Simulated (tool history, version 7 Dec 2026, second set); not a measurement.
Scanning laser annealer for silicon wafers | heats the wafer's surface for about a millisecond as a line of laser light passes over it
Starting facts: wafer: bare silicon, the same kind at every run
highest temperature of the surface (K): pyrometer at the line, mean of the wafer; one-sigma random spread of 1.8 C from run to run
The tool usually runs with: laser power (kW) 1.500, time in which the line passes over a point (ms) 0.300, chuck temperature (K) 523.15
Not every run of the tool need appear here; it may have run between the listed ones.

| run | hour | laser power (kW) | time in which the line passes over a point (ms) | chuck temperature (K) | highest temperature of the surface (K) |
|---|---|---|---|---|---|
| 1 | 0.0 | 1.500 | 0.300 | 523.15 | 1261.15 |
| 2 | 29.4 | 1.500 | 0.300 | 523.15 | 1258.15 |
| 3 | 48.3 | 1.500 | 0.300 | 551.15 | 1290.15 |
|  | 58.4 | window over the wafer cleaned |
| 4 | 79.5 | 1.500 | 0.300 | 523.15 | 1262.15 |
| 5 | 112.2 | 1.322 | 0.300 | 523.15 | 1153.15 |
| 6 | 132.0 | 1.322 | 0.300 | 503.15 | 1133.15 |
| 7 | 151.1 | 1.322 | 0.300 | 503.15 | 1134.15 |
| 8 | 182.6 | 1.322 | 0.300 | 503.15 | 1131.15 |
| 9 | 212.6 | 1.322 | 0.300 | 503.15 | 1132.15 |
| 10 | 234.3 | 1.290 | 0.238 | 523.15 | 1071.15 |
| 11 | 255.1 | 1.477 | 0.227 | 503.15 | 1140.15 |
| 12 | 285.4 | 1.500 | 0.300 | 490.15 | 1228.15 |
| 13 | 304.9 | 1.500 | 0.277 | 489.15 | 1202.15 |
| 14 | 331.4 | 1.500 | 0.277 | 489.15 | 1200.15 |
| 15 | 349.9 | 1.436 | 0.277 | 520.15 | 1194.15 |
| 16 | 379.5 | 1.292 | 0.300 | 523.15 | 1135.15 |
| 17 | 410.9 | 1.292 | 0.313 | 524.15 | 1146.15 |

Consider 5 possible next runs. They are alternatives, not a sequence: every one starts from the tool as it was left by run 17. What does each give?
| A | 442.0 | 1.500 | 0.300 | 506.15 | ? |
| B | 442.0 | 1.298 | 0.319 | 520.15 | ? |
| C | 442.0 | 1.572 | 0.258 | 508.15 | ? |
| D | 442.0 | 1.500 | 0.234 | 548.15 | ? |
| E | 442.0 | 1.625 | 0.353 | 550.15 | ? |

| run | highest temperature of the surface (K) |
|---|---|
| A | 1243.15 |
| B | 1152.15 |
| C | 1237.15 |
| D | 1205.15 |
| E | 1427.15 |
Without the tool's unlogged condition, the same runs would have read:
| run | highest temperature of the surface (K) |
|---|---|
| A | 1243.15 |
| B | 1152.15 |
| C | 1238.15 |
| D | 1205.15 |
| E | 1427.15 |
